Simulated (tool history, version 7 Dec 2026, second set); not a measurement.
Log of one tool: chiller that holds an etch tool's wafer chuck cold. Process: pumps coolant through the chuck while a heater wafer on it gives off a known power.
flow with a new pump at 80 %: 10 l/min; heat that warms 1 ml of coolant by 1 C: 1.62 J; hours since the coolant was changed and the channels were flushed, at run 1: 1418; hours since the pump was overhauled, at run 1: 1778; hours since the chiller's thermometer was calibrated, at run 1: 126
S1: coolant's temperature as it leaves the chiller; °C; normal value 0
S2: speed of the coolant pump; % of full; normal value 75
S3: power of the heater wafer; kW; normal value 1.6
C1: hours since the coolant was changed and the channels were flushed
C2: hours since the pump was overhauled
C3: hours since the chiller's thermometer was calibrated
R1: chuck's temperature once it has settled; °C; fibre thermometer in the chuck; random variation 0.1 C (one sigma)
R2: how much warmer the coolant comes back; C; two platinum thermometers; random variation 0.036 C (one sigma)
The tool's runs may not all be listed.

run	hour	S1	S2	S3	C1	C2	C3	R1	R2
1	0	0	75	1.6	1418	1778	126	19.7	6.62
2	47.3	0	75	1.6	1465	1825	173	19.8	6.69
3	89	0	75	1.6	1507	1867	215	19.7	6.6
4	140.1	0	91	1.6	1558	1918	266	17.1	5.36
5	169.1	0	91	1.6	1587	1947	295	16.9	5.34
6	219.8	0	75	1.6	1638	1998	346	19.8	6.64
# hour 228.9: coolant pump overhauled
7	270	-5	75	1.224	1683	41	391	10.2	5.16
8	319.8	-5	75	1.224	1732	91	441	10.4	5.16
9	349.1	4	63	1.764	1762	120	470	29.4	9.03
10	377.6	4	77	1.429	1790	149	499	21.5	5.87
11	423.8	-4	83	1.429	1837	195	545	12.6	5.33

Branching from run 11: 5 alternative next runs. What would each branch give?
A	474.7	10	75	1.429	1887	246	596	?	?
B	474.7	-4	72	1.429	1887	246	596	?	?
C	474.7	3	63	1.433	1887	246	596	?	?
D	474.7	-4	69	2.301	1887	246	596	?	?
E	474.7	-4	80	1.429	1887	246	596	?	?

run	R1	R2
A	28	6.04
B	14.6	6.29
C	23.9	7.29
D	27.1	10.71
E	12.9	5.67
Had the tool no hidden state, the same runs would have come out as:
run	R1	R2
A	27.1	5.71
B	13.6	5.95
C	22.8	6.89
D	25.4	10.12
E	12.1	5.37
